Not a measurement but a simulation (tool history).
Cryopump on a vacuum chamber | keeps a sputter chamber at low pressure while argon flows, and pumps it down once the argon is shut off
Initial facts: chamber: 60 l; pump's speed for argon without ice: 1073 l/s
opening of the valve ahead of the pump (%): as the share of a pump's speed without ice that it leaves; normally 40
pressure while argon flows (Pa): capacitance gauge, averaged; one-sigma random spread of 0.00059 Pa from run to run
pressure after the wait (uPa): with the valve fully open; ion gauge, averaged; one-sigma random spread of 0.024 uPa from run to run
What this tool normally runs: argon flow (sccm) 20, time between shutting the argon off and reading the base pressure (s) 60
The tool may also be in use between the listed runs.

run	day	argon flow (sccm)	time between shutting the argon off and reading the base pressure (s)	opening of the valve ahead of the pump (%)	pressure while argon flows (Pa)	pressure after the wait (uPa)
1	0	20	60	40	0.0808	1.56
2	0.65	20	60	40	0.0802	1.58
3	1.067	20	60	40	0.082	1.52
4	1.512	8	60	40	0.0327	1.58
5	2.117	8	60	40	0.0321	1.56
6	2.454	8	60	40	0.0325	1.62
7	2.821	16	60	40	0.0643	1.64

What does the tool deliver on the next run?
8	3.421	16	60	40	?	?

Run 8 came out at pressure while argon flows (Pa) 0.065, pressure after the wait (uPa) 1.65.
Take away the tool's hidden state, keep the run-to-run variation as it was, and the same run would have given pressure while argon flows (Pa) 0.0629, pressure after the wait (uPa) 0.91.
